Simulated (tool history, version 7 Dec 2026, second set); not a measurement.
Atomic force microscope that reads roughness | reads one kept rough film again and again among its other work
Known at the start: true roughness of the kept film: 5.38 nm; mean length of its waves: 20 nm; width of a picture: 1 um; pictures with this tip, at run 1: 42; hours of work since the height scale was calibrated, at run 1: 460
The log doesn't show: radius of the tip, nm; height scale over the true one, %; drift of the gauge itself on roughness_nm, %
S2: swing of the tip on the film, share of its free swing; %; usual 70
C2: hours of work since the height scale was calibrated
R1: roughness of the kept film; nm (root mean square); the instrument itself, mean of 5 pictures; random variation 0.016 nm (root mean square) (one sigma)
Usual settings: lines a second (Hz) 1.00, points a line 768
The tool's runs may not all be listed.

Run 1, hour 0.0: usual settings; pictures with this tip 42; C2 460. Result: R1 3.446 nm (root mean square).
At hour 40.3: new tip fitted.
Run 2, hour 40.3: usual settings; pictures with this tip 0; C2 490. Result: R1 3.793 nm (root mean square).
Run 3, hour 67.0: usual settings; pictures with this tip 67; C2 511. Result: R1 3.167 nm (root mean square).
At hour 97.7: new tip fitted.
Run 4, hour 109.3: usual settings; pictures with this tip 30; C2 542. Result: R1 3.501 nm (root mean square).
Run 5, hour 136.3: usual settings but S2 86 %; pictures with this tip 98; C2 563. Result: R1 2.966 nm (root mean square).
At hour 154.3: new tip fitted.
Run 6, hour 171.4: usual settings but S2 86 %; pictures with this tip 43; C2 589. Result: R1 3.273 nm (root mean square).
At hour 210.4: new tip fitted.
Run 7, hour 210.4: usual settings but S2 86 %; pictures with this tip 0; C2 618. Result: R1 3.618 nm (root mean square).
Run 8, hour 236.4: usual settings but S2 86 %; pictures with this tip 66; C2 638. Result: R1 3.119 nm (root mean square).
Run 9, hour 260.3: usual settings but lines a second (Hz) 0.79, S2 86 %; pictures with this tip 127; C2 656. Result: R1 2.707 nm (root mean square).
At hour 266.8: new tip fitted.
Run 10, hour 295.0: usual settings but lines a second (Hz) 0.60, S2 86 %; pictures with this tip 72; C2 682. Result: R1 3.048 nm (root mean square).
At hour 322.1: new tip fitted.
Run 11, hour 329.3: usual settings; pictures with this tip 18; C2 708. Result: R1 3.525 nm (root mean square).
Run 12, hour 349.6: usual settings but points a line 306; pictures with this tip 70; C2 723. Result: R1 3.032 nm (root mean square).
Run 13, hour 375.9: usual settings but lines a second (Hz) 1.41, S2 67 %, points a line 399; pictures with this tip 137; C2 743. Result: R1 2.580 nm (root mean square).
At hour 379.4: new tip fitted.
At hour 380.4: height scale calibrated on a step standard.
Run 14, hour 412.1: usual settings but lines a second (Hz) 0.62, points a line 406; pictures with this tip 81; C2 24. Result: R1 3.045 nm (root mean square).
At hour 436.4: new tip fitted.
Run 15, hour 438.9: usual settings but S2 69 %; pictures with this tip 7; C2 44. Result: R1 3.633 nm (root mean square).
Run 16, hour 468.2: usual settings but S2 76 %; pictures with this tip 81; C2 66. Result: R1 2.991 nm (root mean square).
Run 17, hour 486.4: usual settings but lines a second (Hz) 0.61, S2 56 %, points a line 374; pictures with this tip 128; C2 80. Result: R1 2.728 nm (root mean square).
At hour 492.9: new tip fitted.
Run 18, hour 505.3: usual settings but lines a second (Hz) 1.02, S2 67 %, points a line 854; pictures with this tip 31; C2 94. Result: R1 3.441 nm (root mean square).
At hour 545.3: height scale calibrated on a step standard, once more.
Run 19, hour 545.3: usual settings but lines a second (Hz) 1.58, S2 83 %, points a line 464; pictures with this tip 130; C2 0. Result: R1 2.640 nm (root mean square).
At hour 549.6: new tip fitted.
Run 20, hour 576.0: usual settings but lines a second (Hz) 1.58, S2 83 %, points a line 464; pictures with this tip 67; C2 23. Result: R1 2.978 nm (root mean square).
At hour 606.7: new tip fitted.
Run 21, hour 612.1: usual settings but lines a second (Hz) 3.13, S2 77 %, points a line 920; pictures with this tip 14; C2 50. Result: R1 3.429 nm (root mean square).
Run 22, hour 636.3: usual settings but S2 78 %; pictures with this tip 75; C2 68. Result: R1 3.095 nm (root mean square).
At hour 664.0: new tip fitted.
Run 23, hour 671.7: usual settings but lines a second (Hz) 0.62, S2 55 %; pictures with this tip 19; C2 95. Result: R1 3.674 nm (root mean square).
Run 24, hour 701.9: usual settings but lines a second (Hz) 3.54, S2 88 %, points a line 962; pictures with this tip 96; C2 118. Result: R1 2.573 nm (root mean square).

3 ways to go on from here, each from the tool as it stands after run 24. What would each give?
At hour 720.5: new tip fitted.
Run A, hour 736.1: usual settings but lines a second (Hz) 3.54, S2 89 %, points a line 800; pictures with this tip 40; C2 143. Result: R1 ?.
At hour 720.5: new tip fitted.
Run B, hour 736.1: usual settings but lines a second (Hz) 0.71, S2 80 %, points a line 962; pictures with this tip 40; C2 143. Result: R1 ?.
At hour 720.5: new tip fitted.
Run C, hour 736.1: usual settings but lines a second (Hz) 0.76, S2 63 %, points a line 917; pictures with this tip 40; C2 143. Result: R1 ?.

run     R1
  A  2.944
  B  3.366
  C  3.421
Without the tool's hidden state the same runs would have given:
run     R1
  A  3.343
  B  3.824
  C  3.885
